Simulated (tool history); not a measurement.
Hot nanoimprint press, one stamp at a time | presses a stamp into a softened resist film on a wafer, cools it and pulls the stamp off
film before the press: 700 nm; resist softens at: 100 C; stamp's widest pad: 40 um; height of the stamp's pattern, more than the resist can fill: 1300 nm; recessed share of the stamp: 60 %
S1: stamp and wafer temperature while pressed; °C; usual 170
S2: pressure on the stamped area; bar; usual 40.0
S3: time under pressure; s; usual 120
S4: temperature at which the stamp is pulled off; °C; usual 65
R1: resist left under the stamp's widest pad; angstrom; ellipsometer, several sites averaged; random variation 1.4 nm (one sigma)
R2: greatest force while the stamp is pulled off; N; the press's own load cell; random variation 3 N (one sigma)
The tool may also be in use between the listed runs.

Run 1, hour 0.0: usual settings. Result: R1 2729 angstrom, R2 243 N.
Run 2, hour 7.7: usual settings but S1 165 °C. Result: R1 3359 angstrom, R2 245 N.
Run 3, hour 18.8: usual settings but S1 165 °C. Result: R1 3359 angstrom, R2 244 N.
Run 4, hour 28.7: usual settings. Result: R1 2760 angstrom, R2 250 N.
Run 5, hour 35.5: usual settings. Result: R1 2734 angstrom, R2 248 N.
Run 6, hour 45.6: usual settings. Result: R1 2716 angstrom, R2 251 N.
At hour 56.4: stamp cleaned and given a new release coat.
Run 7, hour 61.6: usual settings but S2 35.9 bar. Result: R1 2920 angstrom, R2 232 N.
At hour 71.2: plate thermocouple calibrated.
Run 8, hour 74.2: usual settings. Result: R1 2847 angstrom, R2 237 N.
Run 9, hour 85.7: usual settings. Result: R1 2851 angstrom, R2 240 N.
Run 10, hour 93.1: usual settings. Result: R1 2850 angstrom, R2 238 N.
Run 11, hour 101.8: usual settings but S2 45.5 bar. Result: R1 2621 angstrom, R2 241 N.
Run 12, hour 108.3: usual settings. Result: R1 2853 angstrom, R2 239 N.
Run 13, hour 116.9: usual settings. Result: R1 2842 angstrom, R2 244 N.
Run 14, hour 122.9: usual settings. Result: R1 2833 angstrom, R2 237 N.
Run 15, hour 134.1: usual settings but S4 62 °C. Result: R1 2822 angstrom, R2 250 N.
Run 16, hour 139.0: usual settings but S1 166 °C, S2 45.4 bar, S3 194 s, S4 68 °C. Result: R1 2674 angstrom, R2 233 N.
Run 17, hour 150.7: usual settings but S1 168 °C, S2 28.5 bar, S3 135 s, S4 69 °C. Result: R1 3598 angstrom, R2 231 N.
Run 18, hour 157.8: usual settings but S1 165 °C, S2 26.2 bar, S3 68 s. Result: R1 4939 angstrom, R2 246 N.
Run 19, hour 166.8: usual settings but S1 166 °C, S2 33.4 bar. Result: R1 3676 angstrom, R2 247 N.
Run 20, hour 178.1: usual settings but S1 166 °C, S2 33.4 bar. Result: R1 3636 angstrom, R2 247 N.
Run 21, hour 185.8: usual settings but S1 180 °C, S2 34.8 bar, S3 174 s, S4 58 °C. Result: R1 1827 angstrom, R2 270 N.
Run 22, hour 191.1: usual settings but S1 180 °C, S2 57.8 bar, S3 233 s, S4 58 °C. Result: R1 1198 angstrom, R2 270 N.
At hour 201.9: stamp cleaned and given a new release coat.
Run 23, hour 208.7: usual settings but S2 41.3 bar, S3 128 s. Result: R1 2695 angstrom, R2 239 N.
Run 24, hour 219.6: usual settings but S2 41.3 bar, S3 128 s. Result: R1 2738 angstrom, R2 237 N.
Run 25, hour 230.0: usual settings but S2 41.3 bar, S3 128 s. Result: R1 2698 angstrom, R2 233 N.
Run 26, hour 237.3: usual settings but S1 176 °C, S2 41.3 bar, S3 81 s. Result: R1 2515 angstrom, R2 237 N.
Run 27, hour 246.2: usual settings but S1 162 °C, S2 24.9 bar, S4 60 °C. Result: R1 4826 angstrom, R2 252 N.
Run 28, hour 255.4: usual settings but S2 24.9 bar, S4 51 °C. Result: R1 3664 angstrom, R2 273 N.
Run 29, hour 265.5: usual settings but S2 24.9 bar, S4 51 °C. Result: R1 3678 angstrom, R2 275 N.

Forecast each of these 3 alternatives for the next run:
Run A, hour 271.5: usual settings but S1 176 °C, S2 24.9 bar, S4 52 °C. Result: R1 ?, R2 ?.
Run B, hour 271.5: usual settings but S3 64 s, S4 56 °C. Result: R1 ?, R2 ?.
Run C, hour 271.5: usual settings but S2 28.5 bar, S4 60 °C. Result: R1 ?, R2 ?.

run    R1   R2
  A  2930  280
  B  3464  261
  C  3426  248
Without the tool's hidden state the same runs would have given:
run    R1   R2
  A  2959  270
  B  3480  252
  C  3458  239
